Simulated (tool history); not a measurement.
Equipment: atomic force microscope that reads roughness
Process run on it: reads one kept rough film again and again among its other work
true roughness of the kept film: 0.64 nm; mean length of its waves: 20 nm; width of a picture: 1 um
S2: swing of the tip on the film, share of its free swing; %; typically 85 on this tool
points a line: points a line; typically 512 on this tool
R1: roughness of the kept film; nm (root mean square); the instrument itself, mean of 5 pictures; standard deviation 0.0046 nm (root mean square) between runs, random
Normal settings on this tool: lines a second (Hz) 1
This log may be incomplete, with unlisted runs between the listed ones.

{"run": 1, "hour": 0.0, "lines a second (Hz)": 1, "S2": 85, "points a line": 512, "R1": 0.581}
{"run": 2, "hour": 36.8, "lines a second (Hz)": 1, "S2": 55, "points a line": 512, "R1": 0.564}
{"hour": 74.9, "done": "new tip fitted"}
{"run": 3, "hour": 101.8, "lines a second (Hz)": 1, "S2": 85, "points a line": 512, "R1": 0.56}
{"hour": 152.3, "done": "new tip fitted"}
{"run": 4, "hour": 162.0, "lines a second (Hz)": 1, "S2": 85, "points a line": 512, "R1": 0.57}
{"run": 5, "hour": 214.9, "lines a second (Hz)": 1, "S2": 67, "points a line": 512, "R1": 0.545}
{"hour": 230.8, "done": "new tip fitted"}
{"run": 6, "hour": 257.8, "lines a second (Hz)": 1, "S2": 67, "points a line": 512, "R1": 0.579}
{"hour": 310.5, "done": "new tip fitted"}
{"run": 7, "hour": 315.7, "lines a second (Hz)": 1, "S2": 67, "points a line": 512, "R1": 0.586}
{"run": 8, "hour": 352.4, "lines a second (Hz)": 1, "S2": 85, "points a line": 512, "R1": 0.544}
{"hour": 357.3, "done": "height scale calibrated on a step standard"}
{"hour": 389.1, "done": "new tip fitted"}
{"run": 9, "hour": 419.4, "lines a second (Hz)": 1, "S2": 85, "points a line": 512, "R1": 0.545}
{"run": 10, "hour": 459.8, "lines a second (Hz)": 1.19, "S2": 85, "points a line": 1016, "R1": 0.529}
{"hour": 468.5, "done": "new tip fitted"}
{"run": 11, "hour": 524.4, "lines a second (Hz)": 1.19, "S2": 85, "points a line": 1016, "R1": 0.542}
{"hour": 550.6, "done": "new tip fitted"}
{"run": 12, "hour": 554.9, "lines a second (Hz)": 1.82, "S2": 85, "points a line": 512, "R1": 0.553}
{"hour": 560.6, "done": "height scale calibrated on a step standard, once more"}
{"run": 13, "hour": 617.3, "lines a second (Hz)": 1, "S2": 74, "points a line": 350, "R1": 0.534}
{"hour": 635.0, "done": "new tip fitted"}
{"run": 14, "hour": 661.0, "lines a second (Hz)": 1, "S2": 85, "points a line": 874, "R1": 0.568}
{"run": 15, "hour": 688.7, "lines a second (Hz)": 3.61, "S2": 56, "points a line": 514, "R1": 0.548}

Hidden state or all else? Some run-to-run changes of R1, split into what the settings, what came in and random variation would give without the hidden state, and what is left for the hidden state (with any gauge scatter that isn't in both results):
Hidden state present: radius of the tip, nm; height scale over the true one, %; drift of the gauge itself on roughness_nm, %.
Run 7 -> 8: S2 67 -> 85. R1 -0.042 nm (root mean square): hidden state -0.028, all else -0.014.
Run 11 -> 12: lines a second (Hz) 1.19 -> 1.82, points a line 1016 -> 512, new tip fitted. R1 +0.011 nm (root mean square): hidden state +0.045, all else -0.034.
